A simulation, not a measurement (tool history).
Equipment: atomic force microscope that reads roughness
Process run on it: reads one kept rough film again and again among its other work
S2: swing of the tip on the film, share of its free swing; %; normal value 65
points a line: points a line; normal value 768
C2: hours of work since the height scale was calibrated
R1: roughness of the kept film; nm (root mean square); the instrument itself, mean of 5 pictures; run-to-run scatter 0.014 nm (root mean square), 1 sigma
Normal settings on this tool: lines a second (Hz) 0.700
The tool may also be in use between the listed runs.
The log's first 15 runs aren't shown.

At hour 106.8: new tip fitted.
Run 16, hour 112.8: usual settings; pictures with this tip 16; C2 367. Result: R1 3.081 nm (root mean square).
Run 17, hour 119.9: usual settings but lines a second (Hz) 0.940; pictures with this tip 34; C2 372. Result: R1 2.818 nm (root mean square).
Run 18, hour 128.3: usual settings; pictures with this tip 55; C2 379. Result: R1 2.620 nm (root mean square).
Run 19, hour 133.7: usual settings but S2 89 %; pictures with this tip 69; C2 383. Result: R1 2.403 nm (root mean square).
Run 20, hour 142.1: usual settings but points a line 382; pictures with this tip 90; C2 390. Result: R1 2.291 nm (root mean square).
Run 21, hour 151.1: usual settings but points a line 382; pictures with this tip 113; C2 397. Result: R1 2.150 nm (root mean square).
Run 22, hour 160.9: usual settings but points a line 382; pictures with this tip 138; C2 405. Result: R1 2.010 nm (root mean square).
Run 23, hour 169.9: usual settings but lines a second (Hz) 0.638, points a line 420; pictures with this tip 161; C2 412. Result: R1 1.891 nm (root mean square).
Run 24, hour 178.1: usual settings but lines a second (Hz) 0.569, S2 56 %, points a line 300; pictures with this tip 182; C2 419. Result: R1 1.771 nm (root mean square).
Run 25, hour 186.6: usual settings but lines a second (Hz) 1.414, S2 84 %, points a line 789; pictures with this tip 203; C2 425. Result: R1 1.592 nm (root mean square).
Run 26, hour 196.9: usual settings but lines a second (Hz) 1.414, S2 84 %, points a line 789; pictures with this tip 230; C2 434. Result: R1 1.512 nm (root mean square).
Run 27, hour 206.0: usual settings but lines a second (Hz) 2.490, S2 88 %, points a line 408; pictures with this tip 253; C2 441. Result: R1 1.291 nm (root mean square).
Run 28, hour 214.5: usual settings but lines a second (Hz) 2.490, S2 63 %, points a line 410; pictures with this tip 274; C2 448. Result: R1 1.395 nm (root mean square).
At hour 218.5: new tip fitted.
Run 29, hour 221.4: usual settings but S2 89 %; pictures with this tip 8; C2 453. Result: R1 3.024 nm (root mean square).
Run 30, hour 229.6: usual settings but lines a second (Hz) 0.661; pictures with this tip 28; C2 459. Result: R1 2.918 nm (root mean square).
Run 31, hour 238.4: usual settings but lines a second (Hz) 0.661; pictures with this tip 51; C2 466. Result: R1 2.669 nm (root mean square).
Run 32, hour 244.9: usual settings but lines a second (Hz) 1.272, S2 80 %, points a line 313; pictures with this tip 67; C2 471. Result: R1 2.338 nm (root mean square).

Run 33 is up next; what results do you expect?
Run 33, hour 254.4: usual settings but lines a second (Hz) 1.272, S2 80 %, points a line 313; pictures with this tip 92; C2 479. Result: R1 ?.

Run 33 yielded R1 2.172 nm (root mean square).
The same run, on a tool lacking any hidden state, would have yielded R1 3.094 nm (root mean square).

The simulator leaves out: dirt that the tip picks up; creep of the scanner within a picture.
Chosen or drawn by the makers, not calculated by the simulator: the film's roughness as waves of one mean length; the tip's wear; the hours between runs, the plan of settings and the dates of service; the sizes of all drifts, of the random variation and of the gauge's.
